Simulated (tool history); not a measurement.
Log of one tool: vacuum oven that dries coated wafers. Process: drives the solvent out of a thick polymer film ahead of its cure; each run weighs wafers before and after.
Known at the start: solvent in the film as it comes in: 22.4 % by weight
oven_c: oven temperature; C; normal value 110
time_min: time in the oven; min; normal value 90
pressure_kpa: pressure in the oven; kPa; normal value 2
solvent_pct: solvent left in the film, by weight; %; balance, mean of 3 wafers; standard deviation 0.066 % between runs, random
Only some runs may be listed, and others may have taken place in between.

run	hour	oven_c	time_min	pressure_kpa	solvent_pct
1	0	110	90	2	5.43
2	14.7	110	90	2	5.43
3	29.7	110	52	2	8.77
4	43.1	110	52	2	8.82
5	54.4	110	52	2	8.68
6	65.9	120	52	2	4.6
7	78.6	110	90	2	5.43
8	94.4	110	90	2	5.5
9	103.5	110	90	2	5.51
10	110	101	90	2	9.47
11	117.2	101	90	2	9.54
12	130.1	110	90	2	5.49
13	142.4	110	90	2	5.51
14	158.1	110	90	2	5.37
15	167.9	110	90	2	5.42
16	174.6	110	90	2	5.57
17	181.3	110	90	2.01	5.42
18	195.9	110	90	2.01	5.51
19	207.4	110	90	5.81	7.55
20	219.2	110	90	2	5.47
21	229	110	90	2	5.34
22	235.3	110	90	2	5.42
23	250.1	110	118	2	4.01
24	259.2	110	90	4.93	7.08
25	267.7	110	90	4.93	6.94
26	279.9	110	78	1.21	5.64
27	290.2	110	78	1.21	5.68
28	301.7	115	120	7.22	5.3
29	312.3	105	120	2.14	6.02
30	322.6	108	47	2	10.11
31	337.9	108	47	2	10.24
32	353.6	108	67	2	8.21
33	368.4	108	54	2	9.51
34	381.6	108	54	2	9.42
35	388.1	110	90	7.46	8.42
36	402.6	110	144	3.55	4.09
37	412.8	97	115	2.82	10.51
38	421.9	98	45	1.87	13.92
39	434.3	98	45	1.87	14.2
40	448.9	98	45	1.87	13.99
41	459.2	98	131	1.87	8.55
42	468.9	98	74	2.71	12.6
43	483.9	122	98	2.71	1.85
44	491.9	110	71	2	6.98
45	505.9	110	71	2	6.9
46	518.1	110	71	2	6.86
47	524.4	101	58	3.66	12.82

Here are 4 independent what-if runs from the current tool condition. What would each one return?
A	534.7	97	84	3.74	?
B	534.7	108	114	1.67	?
C	534.7	107	58	2.01	?
D	534.7	101	127	1.28	?

run	solvent_pct
A	12.7
B	4.69
C	9.49
D	7.01
Without the tool's unlogged condition, the same runs would have read:
run	solvent_pct
A	13.05
B	5.03
C	9.87
D	7.41
